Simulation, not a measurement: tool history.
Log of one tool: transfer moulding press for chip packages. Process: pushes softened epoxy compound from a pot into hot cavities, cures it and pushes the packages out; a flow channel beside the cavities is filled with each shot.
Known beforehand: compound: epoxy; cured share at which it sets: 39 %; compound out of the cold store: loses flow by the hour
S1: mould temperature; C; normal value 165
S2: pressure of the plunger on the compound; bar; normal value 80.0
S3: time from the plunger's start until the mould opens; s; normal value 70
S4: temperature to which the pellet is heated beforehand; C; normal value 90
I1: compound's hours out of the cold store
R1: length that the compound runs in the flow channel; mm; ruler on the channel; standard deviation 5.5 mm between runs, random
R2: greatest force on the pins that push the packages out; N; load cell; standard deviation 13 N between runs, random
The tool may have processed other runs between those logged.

run 1 day=0.000 | S1=165 S2=80.0 S3=70 S4=90 | I1=22.8 | R1=607 R2=713
-- day=1.879 cavities cleaned with cleaning compound and waxed
-- day=2.304 plunger's sealing rings changed
run 2 day=2.583 | S1=165 S2=80.0 S3=70 S4=90 | I1=11.8 | R1=670 R2=1196
-- day=3.871 cavities cleaned with cleaning compound and waxed
run 3 day=4.625 | S1=165 S2=80.0 S3=70 S4=90 | I1=27.0 | R1=636 R2=845
-- day=5.729 cavities cleaned with cleaning compound and waxed
run 4 day=5.729 | S1=165 S2=80.0 S3=70 S4=90 | I1=13.5 | R1=650 R2=734
-- day=7.596 cavities cleaned with cleaning compound and waxed
run 5 day=7.692 | S1=165 S2=80.0 S3=70 S4=90 | I1=10.0 | R1=654 R2=811
-- day=8.658 cavities cleaned with cleaning compound and waxed, once more
run 6 day=9.900 | S1=165 S2=80.0 S3=70 S4=82 | I1=44.2 | R1=563 R2=941
-- day=10.542 cavities cleaned with cleaning compound and waxed
run 7 day=12.292 | S1=165 S2=80.0 S3=70 S4=90 | I1=16.0 | R1=628 R2=1019
-- day=12.492 cavities cleaned with cleaning compound and waxed
-- day=14.379 cavities cleaned with cleaning compound and waxed
run 8 day=14.379 | S1=165 S2=80.0 S3=70 S4=90 | I1=43.5 | R1=555 R2=665
-- day=15.638 plunger's sealing rings changed
run 9 day=16.021 | S1=165 S2=80.0 S3=70 S4=90 | I1=28.1 | R1=617 R2=942
-- day=16.350 cavities cleaned with cleaning compound and waxed
run 10 day=17.792 | S1=165 S2=80.0 S3=70 S4=90 | I1=16.8 | R1=645 R2=982
-- day=18.196 cavities cleaned with cleaning compound and waxed
run 11 day=19.558 | S1=165 S2=80.0 S3=70 S4=92 | I1=42.5 | R1=594 R2=933
-- day=20.062 cavities cleaned with cleaning compound and waxed
run 12 day=21.638 | S1=165 S2=80.0 S3=70 S4=92 | I1=47.9 | R1=560 R2=887
-- day=21.967 cavities cleaned with cleaning compound and waxed
-- day=23.938 cavities cleaned with cleaning compound and waxed
run 13 day=24.154 | S1=165 S2=80.0 S3=70 S4=98 | I1=15.6 | R1=632 R2=726
-- day=25.821 cavities cleaned with cleaning compound and waxed
run 14 day=26.154 | S1=165 S2=95.4 S3=70 S4=86 | I1=13.4 | R1=692 R2=818
-- day=27.792 cavities cleaned with cleaning compound and waxed
run 15 day=27.938 | S1=167 S2=76.4 S3=70 S4=96 | I1=11.6 | R1=624 R2=656
-- day=28.946 plunger's sealing rings changed
-- day=29.775 cavities cleaned with cleaning compound and waxed
run 16 day=29.775 | S1=157 S2=67.0 S3=70 S4=96 | I1=43.1 | R1=554 R2=1171
-- day=31.688 cavities cleaned with cleaning compound and waxed
run 17 day=31.729 | S1=157 S2=67.0 S3=70 S4=96 | I1=40.0 | R1=552 R2=1241
run 18 day=32.812 | S1=162 S2=80.0 S3=70 S4=90 | I1=9.9 | R1=673 R2=1279
-- day=33.542 cavities cleaned with cleaning compound and waxed
run 19 day=34.292 | S1=159 S2=81.3 S3=101 S4=84 | I1=8.1 | R1=678 R2=673
-- day=35.412 cavities cleaned with cleaning compound and waxed
run 20 day=36.204 | S1=165 S2=98.6 S3=67 S4=90 | I1=14.7 | R1=707 R2=1063
-- day=37.279 cavities cleaned with cleaning compound and waxed
run 21 day=38.500 | S1=165 S2=98.6 S3=67 S4=90 | I1=41.5 | R1=632 R2=1021
-- day=39.138 cavities cleaned with cleaning compound and waxed
run 22 day=40.108 | S1=165 S2=98.6 S3=67 S4=90 | I1=18.0 | R1=692 R2=1050
-- day=41.092 cavities cleaned with cleaning compound and waxed
run 23 day=41.371 | S1=165 S2=98.6 S3=67 S4=90 | I1=40.0 | R1=631 R2=855
-- day=42.267 plunger's sealing rings changed
-- day=43.200 cavities cleaned with cleaning compound and waxed
run 24 day=44.000 | S1=168 S2=80.0 S3=66 S4=90 | I1=28.4 | R1=610 R2=841
-- day=45.179 cavities cleaned with cleaning compound and waxed
run 25 day=45.383 | S1=168 S2=80.0 S3=66 S4=90 | I1=24.1 | R1=624 R2=745
-- day=47.138 cavities cleaned with cleaning compound and waxed
run 26 day=47.417 | S1=165 S2=80.0 S3=70 S4=90 | I1=20.0 | R1=630 R2=776

What if the next run were any one of these 3? Each begins from the tool's condition after run 26:
-- day=49.133 cavities cleaned with cleaning compound and waxed
run A day=49.217 | S1=165 S2=76.7 S3=70 S4=90 | I1=42.2 | R1=? R2=?
-- day=49.133 cavities cleaned with cleaning compound and waxed
run B day=49.217 | S1=160 S2=64.5 S3=58 S4=90 | I1=16.3 | R1=? R2=?
-- day=49.133 cavities cleaned with cleaning compound and waxed
run C day=49.217 | S1=165 S2=80.0 S3=67 S4=91 | I1=8.9 | R1=? R2=?

run=A R1=570 R2=727
run=B R1=574 R2=1746
run=C R1=661 R2=863
Take away the tool's hidden state, keep each run's random variation, and the runs would have read:
run=A R1=586 R2=640
run=B R1=591 R2=1573
run=C R1=680 R2=748

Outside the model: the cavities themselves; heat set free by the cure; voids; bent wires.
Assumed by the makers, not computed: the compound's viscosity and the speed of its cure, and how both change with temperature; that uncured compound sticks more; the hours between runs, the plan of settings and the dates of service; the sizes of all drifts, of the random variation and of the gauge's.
